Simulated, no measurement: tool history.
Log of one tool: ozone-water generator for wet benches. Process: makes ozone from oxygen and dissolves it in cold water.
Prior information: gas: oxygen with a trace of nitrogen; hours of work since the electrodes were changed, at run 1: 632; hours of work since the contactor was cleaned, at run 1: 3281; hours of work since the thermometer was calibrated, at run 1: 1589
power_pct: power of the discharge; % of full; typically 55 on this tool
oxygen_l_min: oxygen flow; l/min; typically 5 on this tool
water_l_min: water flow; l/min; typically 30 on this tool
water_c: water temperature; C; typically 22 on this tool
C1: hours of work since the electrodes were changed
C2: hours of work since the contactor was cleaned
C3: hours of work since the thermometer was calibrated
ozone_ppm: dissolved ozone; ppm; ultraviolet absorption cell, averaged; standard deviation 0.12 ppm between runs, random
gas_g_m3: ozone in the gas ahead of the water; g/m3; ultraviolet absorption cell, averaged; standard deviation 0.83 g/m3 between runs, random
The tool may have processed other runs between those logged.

run 1 hour=0 | power_pct=55 oxygen_l_min=5 water_l_min=30 water_c=22 | C1=632 C2=3281 C3=1589 | ozone_ppm=10.4 gas_g_m3=130.1
run 2 hour=37 | power_pct=55 oxygen_l_min=5 water_l_min=30 water_c=22 | C1=662 C2=3311 C3=1620 | ozone_ppm=10.3 gas_g_m3=128.8
run 3 hour=114.9 | power_pct=55 oxygen_l_min=5 water_l_min=30 water_c=22 | C1=726 C2=3375 C3=1683 | ozone_ppm=10.4 gas_g_m3=129.5
run 4 hour=167 | power_pct=55 oxygen_l_min=5 water_l_min=33 water_c=22 | C1=768 C2=3418 C3=1726 | ozone_ppm=9.7 gas_g_m3=130.3
run 5 hour=227.5 | power_pct=65 oxygen_l_min=5 water_l_min=30 water_c=22 | C1=818 C2=3467 C3=1775 | ozone_ppm=11.8 gas_g_m3=146.5
run 6 hour=267.7 | power_pct=55 oxygen_l_min=5 water_l_min=30 water_c=22 | C1=851 C2=3500 C3=1808 | ozone_ppm=10.3 gas_g_m3=130.2
run 7 hour=320.6 | power_pct=55 oxygen_l_min=5 water_l_min=30 water_c=16 | C1=894 C2=3543 C3=1852 | ozone_ppm=11.2 gas_g_m3=129.2
run 8 hour=364.8 | power_pct=55 oxygen_l_min=5.83 water_l_min=30 water_c=16 | C1=930 C2=3579 C3=1888 | ozone_ppm=11 gas_g_m3=116.5
run 9 hour=402 | power_pct=55 oxygen_l_min=5.83 water_l_min=30 water_c=16 | C1=961 C2=3610 C3=1918 | ozone_ppm=11.2 gas_g_m3=117.4
run 10 hour=447.8 | power_pct=55 oxygen_l_min=5.83 water_l_min=30 water_c=16 | C1=998 C2=3647 C3=1956 | ozone_ppm=11.2 gas_g_m3=116.3
run 11 hour=508.2 | power_pct=55 oxygen_l_min=5.83 water_l_min=30 water_c=16 | C1=1047 C2=3697 C3=2005 | ozone_ppm=10.8 gas_g_m3=116.4
run 12 hour=558.6 | power_pct=55 oxygen_l_min=5.83 water_l_min=30 water_c=16 | C1=1089 C2=3738 C3=2046 | ozone_ppm=11 gas_g_m3=115.8
-- hour=579.7 contactor cleaned
run 13 hour=621.8 | power_pct=55 oxygen_l_min=5.83 water_l_min=43 water_c=16 | C1=1137 C2=35 C3=2095 | ozone_ppm=8.3 gas_g_m3=116
run 14 hour=685.9 | power_pct=55 oxygen_l_min=5.83 water_l_min=43 water_c=16 | C1=1190 C2=87 C3=2147 | ozone_ppm=8.2 gas_g_m3=115.7
-- hour=691.5 water thermometer calibrated
run 15 hour=749.4 | power_pct=55 oxygen_l_min=5.83 water_l_min=43 water_c=16 | C1=1241 C2=138 C3=47 | ozone_ppm=8.3 gas_g_m3=116.6
run 16 hour=793.3 | power_pct=55 oxygen_l_min=2.61 water_l_min=30 water_c=22 | C1=1277 C2=174 C3=83 | ozone_ppm=10.3 gas_g_m3=197.2
-- hour=857.2 water thermometer calibrated, once more
run 17 hour=866.1 | power_pct=55 oxygen_l_min=2.61 water_l_min=30 water_c=22 | C1=1336 C2=234 C3=7 | ozone_ppm=10.4 gas_g_m3=195.8
run 18 hour=899.3 | power_pct=55 oxygen_l_min=2.61 water_l_min=30 water_c=22 | C1=1363 C2=261 C3=34 | ozone_ppm=10.5 gas_g_m3=195.5
run 19 hour=956.9 | power_pct=55 oxygen_l_min=3.78 water_l_min=22 water_c=22 | C1=1411 C2=308 C3=82 | ozone_ppm=13.9 gas_g_m3=154.5
run 20 hour=1003.8 | power_pct=78 oxygen_l_min=3.78 water_l_min=22 water_c=22 | C1=1449 C2=346 C3=120 | ozone_ppm=18.6 gas_g_m3=205.6
run 21 hour=1049 | power_pct=76 oxygen_l_min=3.78 water_l_min=47 water_c=21 | C1=1486 C2=383 C3=157 | ozone_ppm=8.9 gas_g_m3=202.1
run 22 hour=1082.6 | power_pct=76 oxygen_l_min=3.78 water_l_min=47 water_c=21 | C1=1513 C2=411 C3=184 | ozone_ppm=9 gas_g_m3=199.6
run 23 hour=1118.3 | power_pct=82 oxygen_l_min=3.78 water_l_min=47 water_c=19 | C1=1543 C2=440 C3=214 | ozone_ppm=9.8 gas_g_m3=211.1
run 24 hour=1178.5 | power_pct=55 oxygen_l_min=5 water_l_min=30 water_c=20 | C1=1592 C2=489 C3=263 | ozone_ppm=11 gas_g_m3=127.6
run 25 hour=1236.2 | power_pct=51 oxygen_l_min=8.23 water_l_min=22 water_c=22 | C1=1639 C2=536 C3=310 | ozone_ppm=11.9 gas_g_m3=86.5
run 26 hour=1302.7 | power_pct=73 oxygen_l_min=5 water_l_min=41 water_c=22 | C1=1693 C2=591 C3=364 | ozone_ppm=10 gas_g_m3=162.6
run 27 hour=1363.2 | power_pct=73 oxygen_l_min=5 water_l_min=41 water_c=22 | C1=1743 C2=640 C3=414 | ozone_ppm=9.9 gas_g_m3=160.8
run 28 hour=1434 | power_pct=55 oxygen_l_min=6.84 water_l_min=42 water_c=22 | C1=1801 C2=698 C3=472 | ozone_ppm=7.6 gas_g_m3=104
run 29 hour=1514 | power_pct=59 oxygen_l_min=2.69 water_l_min=20 water_c=23 | C1=1866 C2=764 C3=537 | ozone_ppm=15.7 gas_g_m3=201.8
run 30 hour=1593 | power_pct=55 oxygen_l_min=5.97 water_l_min=39 water_c=22 | C1=1931 C2=828 C3=602 | ozone_ppm=8.3 gas_g_m3=112.8
run 31 hour=1635.6 | power_pct=55 oxygen_l_min=5.97 water_l_min=39 water_c=22 | C1=1966 C2=863 C3=637 | ozone_ppm=8.3 gas_g_m3=113.2
run 32 hour=1695.4 | power_pct=55 oxygen_l_min=5.97 water_l_min=39 water_c=22 | C1=2015 C2=912 C3=686 | ozone_ppm=8.4 gas_g_m3=112
run 33 hour=1742.6 | power_pct=64 oxygen_l_min=5.74 water_l_min=39 water_c=23 | C1=2053 C2=951 C3=724 | ozone_ppm=9.3 gas_g_m3=130.8
run 34 hour=1788.5 | power_pct=42 oxygen_l_min=4.64 water_l_min=31 water_c=19 | C1=2091 C2=988 C3=762 | ozone_ppm=8.4 gas_g_m3=108.9

3 options for the next run, each taken on its own from the tool as it stands now. Forecast them:
run A hour=1846.6 | power_pct=47 oxygen_l_min=4.64 water_l_min=22 water_c=19 | C1=2138 C2=1036 C3=810 | ozone_ppm=? gas_g_m3=?
run B hour=1846.6 | power_pct=97 oxygen_l_min=5 water_l_min=30 water_c=22 | C1=2138 C2=1036 C3=810 | ozone_ppm=? gas_g_m3=?
run C hour=1846.6 | power_pct=42 oxygen_l_min=2.86 water_l_min=31 water_c=19 | C1=2138 C2=1036 C3=810 | ozone_ppm=? gas_g_m3=?

run=A ozone_ppm=12.3 gas_g_m3=116.1
run=B ozone_ppm=16.6 gas_g_m3=201.2
run=C ozone_ppm=8.2 gas_g_m3=146.4
Without the tool's unlogged condition, the same runs would have read:
run=A ozone_ppm=12.9 gas_g_m3=120
run=B ozone_ppm=17.9 gas_g_m3=214.2
run=C ozone_ppm=8.5 gas_g_m3=150.6
